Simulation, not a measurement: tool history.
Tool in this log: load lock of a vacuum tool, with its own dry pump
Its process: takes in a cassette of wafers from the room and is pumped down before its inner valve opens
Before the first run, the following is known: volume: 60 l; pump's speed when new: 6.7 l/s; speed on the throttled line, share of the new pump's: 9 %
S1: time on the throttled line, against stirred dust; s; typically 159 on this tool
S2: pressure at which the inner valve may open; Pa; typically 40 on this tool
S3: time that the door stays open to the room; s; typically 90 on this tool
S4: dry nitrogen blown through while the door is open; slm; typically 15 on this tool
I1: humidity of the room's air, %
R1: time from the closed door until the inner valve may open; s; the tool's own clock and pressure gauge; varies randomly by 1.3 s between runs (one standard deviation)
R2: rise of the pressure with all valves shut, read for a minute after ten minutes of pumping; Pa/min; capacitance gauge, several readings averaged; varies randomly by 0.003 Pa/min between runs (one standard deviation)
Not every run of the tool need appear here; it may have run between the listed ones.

Run 1, hour 0.0: usual settings; I1 46.2. Result: R1 220.4 s, R2 0.067 Pa/min.
Run 2, hour 383.2: usual settings but S3 35 s; I1 44.0. Result: R1 221.1 s, R2 0.057 Pa/min.
Run 3, hour 774.7: usual settings but S3 35 s; I1 45.4. Result: R1 221.9 s, R2 0.068 Pa/min.
Run 4, hour 1124.9: usual settings; I1 45.3. Result: R1 224.4 s, R2 0.094 Pa/min.
Run 5, hour 1513.0: usual settings; I1 43.6. Result: R1 220.3 s, R2 0.099 Pa/min.
Run 6, hour 1839.3: usual settings; I1 47.9. Result: R1 223.7 s, R2 0.113 Pa/min.
Run 7, hour 2103.9: usual settings but S1 148 s; I1 45.4. Result: R1 212.3 s, R2 0.115 Pa/min.
Run 8, hour 2399.4: usual settings but S1 148 s; I1 49.1. Result: R1 214.8 s, R2 0.131 Pa/min.
Run 9, hour 2782.1: usual settings; I1 45.5. Result: R1 225.8 s, R2 0.142 Pa/min.
Run 10, hour 3156.8: usual settings; I1 46.7. Result: R1 226.8 s, R2 0.159 Pa/min.
Run 11, hour 3469.1: usual settings; I1 47.8. Result: R1 225.5 s, R2 0.173 Pa/min.
Run 12, hour 3730.8: usual settings; I1 48.3. Result: R1 226.2 s, R2 0.181 Pa/min.
Run 13, hour 4003.8: usual settings but S2 57 Pa; I1 44.1. Result: R1 223.3 s, R2 0.193 Pa/min.
Run 14, hour 4410.1: usual settings but S1 211 s, S2 57 Pa; I1 46.5. Result: R1 271.8 s, R2 0.208 Pa/min.
Run 15, hour 4726.3: usual settings but S1 211 s, S2 57 Pa; I1 44.8. Result: R1 269.7 s, R2 0.219 Pa/min.
Run 16, hour 5006.6: usual settings but S1 211 s, S2 57 Pa; I1 45.3. Result: R1 272.7 s, R2 0.225 Pa/min.
Run 17, hour 5257.2: usual settings but S1 211 s, S2 57 Pa; I1 46.1. Result: R1 274.7 s, R2 0.247 Pa/min.
At hour 5318.3: door's seal changed, seat wiped.
Run 18, hour 5505.8: usual settings; I1 44.0. Result: R1 230.7 s, R2 0.034 Pa/min.
Run 19, hour 5776.5: usual settings but S4 21 slm; I1 41.8. Result: R1 231.8 s, R2 0.032 Pa/min.
At hour 6014.8: dry pump taken out, an overhauled one fitted.
Run 20, hour 6048.3: usual settings but S1 166 s, S2 45 Pa, S4 21 slm; I1 45.1. Result: R1 218.9 s, R2 0.040 Pa/min.
Run 21, hour 6436.5: usual settings but S1 105 s, S2 45 Pa, S3 179 s, S4 18 slm; I1 47.2. Result: R1 164.4 s, R2 0.069 Pa/min.
Run 22, hour 6797.9: usual settings but S1 105 s, S2 45 Pa, S3 179 s, S4 18 slm; I1 46.6. Result: R1 166.2 s, R2 0.071 Pa/min.
Run 23, hour 7166.5: usual settings but S1 202 s, S2 50 Pa, S3 179 s, S4 10 slm; I1 48.1. Result: R1 249.7 s, R2 0.091 Pa/min.
Run 24, hour 7403.0: usual settings but S1 177 s, S2 74 Pa, S3 116 s, S4 27 slm; I1 47.9. Result: R1 226.0 s, R2 0.065 Pa/min.
Run 25, hour 7667.4: usual settings but S1 151 s, S2 38 Pa, S3 37 s; I1 46.2. Result: R1 211.9 s, R2 0.065 Pa/min.
Run 26, hour 8060.3: usual settings but S1 129 s, S2 38 Pa, S3 37 s, S4 32 slm; I1 45.5. Result: R1 188.9 s, R2 0.062 Pa/min.
Run 27, hour 8442.1: usual settings but S1 101 s, S4 21 slm; I1 48.9. Result: R1 164.9 s, R2 0.086 Pa/min.
Run 28, hour 8799.5: usual settings but S1 175 s, S2 46 Pa, S3 44 s, S4 9 slm; I1 47.1. Result: R1 231.0 s, R2 0.092 Pa/min.
Run 29, hour 9062.0: usual settings but S2 39 Pa, S3 62 s; I1 46.5. Result: R1 215.2 s, R2 0.101 Pa/min.
Run 30, hour 9414.7: usual settings but S1 170 s, S2 54 Pa, S3 118 s, S4 11 slm; I1 48.9. Result: R1 225.3 s, R2 0.133 Pa/min.
Run 31, hour 9715.9: usual settings but S1 170 s, S2 54 Pa, S3 118 s, S4 11 slm; I1 43.7. Result: R1 227.5 s, R2 0.145 Pa/min.
Run 32, hour 10003.0: usual settings but S1 170 s, S2 54 Pa, S3 118 s, S4 11 slm; I1 44.9. Result: R1 226.4 s, R2 0.153 Pa/min.
Run 33, hour 10341.9: usual settings but S1 93 s, S2 55 Pa, S3 66 s, S4 4 slm; I1 50.7. Result: R1 159.8 s, R2 0.164 Pa/min.
Run 34, hour 10554.6: usual settings but S1 133 s, S2 50 Pa, S3 86 s, S4 12 slm; I1 45.7. Result: R1 195.4 s, R2 0.163 Pa/min.
Run 35, hour 10860.2: usual settings but S1 109 s, S2 67 Pa, S3 77 s, S4 4 slm; I1 45.6. Result: R1 169.1 s, R2 0.180 Pa/min.
Run 36, hour 11132.6: usual settings but S1 189 s, S2 55 Pa, S3 61 s, S4 12 slm; I1 42.6. Result: R1 243.0 s, R2 0.178 Pa/min.
Run 37, hour 11377.5: usual settings but S1 203 s, S2 77 Pa, S3 39 s, S4 14 slm; I1 45.5. Result: R1 253.8 s, R2 0.189 Pa/min.

Alternative continuations, all from the tool just after run 37; predict every row:
Run A, hour 11592.5: usual settings but S1 82 s; I1 45.2. Result: R1 ?, R2 ?.
Run B, hour 11592.5: usual settings but S1 203 s, S2 68 Pa, S3 45 s, S4 14 slm; I1 43.5. Result: R1 ?, R2 ?.
Run C, hour 11592.5: usual settings but S1 93 s, S3 58 s, S4 6 slm; I1 45.7. Result: R1 ?, R2 ?.

run     R1     R2
  A  154.9  0.208
  B  255.9  0.199
  C  163.0  0.206
Stripped of hidden state, with their random variation kept, the same runs would have yielded:
run     R1     R2
  A  146.1  0.035
  B  249.4  0.026
  C  154.5  0.033
